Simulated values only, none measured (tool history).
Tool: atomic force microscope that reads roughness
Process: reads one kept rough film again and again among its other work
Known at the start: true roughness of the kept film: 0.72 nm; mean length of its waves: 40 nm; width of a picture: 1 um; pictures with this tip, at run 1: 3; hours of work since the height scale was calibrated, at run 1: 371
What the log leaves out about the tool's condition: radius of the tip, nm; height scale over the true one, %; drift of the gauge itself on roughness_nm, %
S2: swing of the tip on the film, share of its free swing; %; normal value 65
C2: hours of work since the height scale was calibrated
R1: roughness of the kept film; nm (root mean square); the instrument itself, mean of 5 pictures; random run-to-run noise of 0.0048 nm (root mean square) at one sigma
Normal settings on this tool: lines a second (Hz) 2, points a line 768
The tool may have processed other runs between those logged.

run 1 hour=0 | lines_a_second_(Hz)=2 S2=65 points_a_line=768 | pictures_with_this_tip=3 C2=371 | R1=0.656
run 2 hour=33.1 | lines_a_second_(Hz)=0.64 S2=65 points_a_line=768 | pictures_with_this_tip=40 C2=388 | R1=0.674
run 3 hour=61.1 | lines_a_second_(Hz)=0.64 S2=65 points_a_line=768 | pictures_with_this_tip=72 C2=402 | R1=0.678
run 4 hour=96.3 | lines_a_second_(Hz)=2 S2=78 points_a_line=768 | pictures_with_this_tip=112 C2=421 | R1=0.591
run 5 hour=121.5 | lines_a_second_(Hz)=2 S2=57 points_a_line=768 | pictures_with_this_tip=140 C2=434 | R1=0.652
run 6 hour=153.2 | lines_a_second_(Hz)=2 S2=57 points_a_line=768 | pictures_with_this_tip=175 C2=450 | R1=0.648
run 7 hour=184.6 | lines_a_second_(Hz)=3.52 S2=57 points_a_line=768 | pictures_with_this_tip=211 C2=466 | R1=0.627
run 8 hour=201.4 | lines_a_second_(Hz)=2.3 S2=79 points_a_line=620 | pictures_with_this_tip=230 C2=475 | R1=0.559
run 9 hour=230.4 | lines_a_second_(Hz)=2.3 S2=79 points_a_line=620 | pictures_with_this_tip=262 C2=490 | R1=0.564
run 10 hour=249.9 | lines_a_second_(Hz)=2.3 S2=79 points_a_line=620 | pictures_with_this_tip=284 C2=500 | R1=0.562
run 11 hour=274.4 | lines_a_second_(Hz)=2.3 S2=79 points_a_line=660 | pictures_with_this_tip=312 C2=513 | R1=0.56
-- hour=302.7 new tip fitted
run 12 hour=305 | lines_a_second_(Hz)=2.3 S2=79 points_a_line=660 | pictures_with_this_tip=3 C2=529 | R1=0.58
run 13 hour=340.6 | lines_a_second_(Hz)=1.43 S2=85 points_a_line=768 | pictures_with_this_tip=43 C2=547 | R1=0.593
run 14 hour=374.7 | lines_a_second_(Hz)=1.43 S2=85 points_a_line=768 | pictures_with_this_tip=81 C2=565 | R1=0.593

Consider 4 possible next runs. They are alternatives, not a sequence: every one starts from the tool as it was left by run 14. What does each give?
run A hour=407.3 | lines_a_second_(Hz)=0.5 S2=78 points_a_line=401 | pictures_with_this_tip=118 C2=582 | R1=?
run B hour=407.3 | lines_a_second_(Hz)=2 S2=65 points_a_line=731 | pictures_with_this_tip=118 C2=582 | R1=?
run C hour=407.3 | lines_a_second_(Hz)=1.15 S2=78 points_a_line=347 | pictures_with_this_tip=118 C2=582 | R1=?
run D hour=407.3 | lines_a_second_(Hz)=3.47 S2=55 points_a_line=768 | pictures_with_this_tip=118 C2=582 | R1=?

run=A R1=0.658
run=B R1=0.644
run=C R1=0.627
run=D R1=0.647
With no hidden state in the tool, these same runs would have given:
run=A R1=0.675
run=B R1=0.661
run=C R1=0.644
run=D R1=0.664

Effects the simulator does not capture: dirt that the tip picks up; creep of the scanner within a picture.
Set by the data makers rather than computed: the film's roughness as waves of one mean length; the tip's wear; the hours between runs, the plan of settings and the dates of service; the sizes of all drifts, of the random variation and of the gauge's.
